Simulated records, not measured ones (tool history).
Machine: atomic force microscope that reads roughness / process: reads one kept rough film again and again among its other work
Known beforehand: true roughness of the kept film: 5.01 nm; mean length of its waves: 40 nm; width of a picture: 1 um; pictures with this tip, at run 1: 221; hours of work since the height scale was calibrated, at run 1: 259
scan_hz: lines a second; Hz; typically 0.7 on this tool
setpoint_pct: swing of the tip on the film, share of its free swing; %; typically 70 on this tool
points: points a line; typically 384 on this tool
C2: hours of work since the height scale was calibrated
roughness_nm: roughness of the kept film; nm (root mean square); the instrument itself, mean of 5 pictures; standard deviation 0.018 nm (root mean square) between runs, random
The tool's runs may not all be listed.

Run 1, hour 0: usual settings; pictures with this tip 221; C2 259. Result: roughness_nm 3.697 nm (root mean square).
Run 2, hour 10.8: usual settings; pictures with this tip 233; C2 264. Result: roughness_nm 3.651 nm (root mean square).
Run 3, hour 19.3: usual settings but scan_hz 1.318 Hz; pictures with this tip 242; C2 268. Result: roughness_nm 3.546 nm (root mean square).
At hour 24.2: new tip fitted.
Run 4, hour 30.8: usual settings but scan_hz 1.318 Hz; pictures with this tip 7; C2 273. Result: roughness_nm 4.24 nm (root mean square).
Run 5, hour 44.8: usual settings but scan_hz 1.318 Hz; pictures with this tip 23; C2 280. Result: roughness_nm 4.198 nm (root mean square).
Run 6, hour 51.3: usual settings but scan_hz 1.306 Hz; pictures with this tip 30; C2 282. Result: roughness_nm 4.142 nm (root mean square).
Run 7, hour 62.9: usual settings but setpoint_pct 76 %; pictures with this tip 42; C2 288. Result: roughness_nm 4.151 nm (root mean square).
Run 8, hour 74.2: usual settings but setpoint_pct 76 %; pictures with this tip 54; C2 293. Result: roughness_nm 4.142 nm (root mean square).
Run 9, hour 81.6: usual settings but setpoint_pct 76 %, points 880; pictures with this tip 62; C2 296. Result: roughness_nm 4.109 nm (root mean square).
Run 10, hour 91.7: usual settings but setpoint_pct 76 %, points 880; pictures with this tip 73; C2 301. Result: roughness_nm 4.095 nm (root mean square).
Run 11, hour 97.7: usual settings but setpoint_pct 76 %, points 880; pictures with this tip 80; C2 304. Result: roughness_nm 4.049 nm (root mean square).
Run 12, hour 107.1: usual settings but setpoint_pct 79 %; pictures with this tip 90; C2 308. Result: roughness_nm 3.975 nm (root mean square).
Run 13, hour 121.6: usual settings but setpoint_pct 83 %; pictures with this tip 106; C2 315. Result: roughness_nm 3.939 nm (root mean square).
Run 14, hour 133.9: usual settings but points 552; pictures with this tip 119; C2 320. Result: roughness_nm 3.933 nm (root mean square).
Run 15, hour 143.9: usual settings but scan_hz 1.9 Hz, setpoint_pct 65 %, points 308; pictures with this tip 130; C2 325. Result: roughness_nm 3.828 nm (root mean square).

Below are 4 alternative next runs, each starting from the tool's condition after run 15. Predict each:
Run A, hour 154: usual settings but scan_hz 1.687 Hz, points 264; pictures with this tip 141; C2 330. Result: roughness_nm ?.
Run B, hour 154: usual settings but scan_hz 0.75 Hz, setpoint_pct 82 %, points 308; pictures with this tip 141; C2 330. Result: roughness_nm ?.
Run C, hour 154: usual settings but scan_hz 1.128 Hz, setpoint_pct 65 %, points 363; pictures with this tip 141; C2 330. Result: roughness_nm ?.
Run D, hour 154: usual settings but scan_hz 1.9 Hz, setpoint_pct 60 %, points 308; pictures with this tip 141; C2 330. Result: roughness_nm ?.

run  roughness_nm
  A         3.752
  B         3.812
  C         3.866
  D         3.837
Had the tool no hidden state, the same runs would have come out as:
run  roughness_nm
  A         4.178
  B         4.246
  C         4.306
  D         4.274
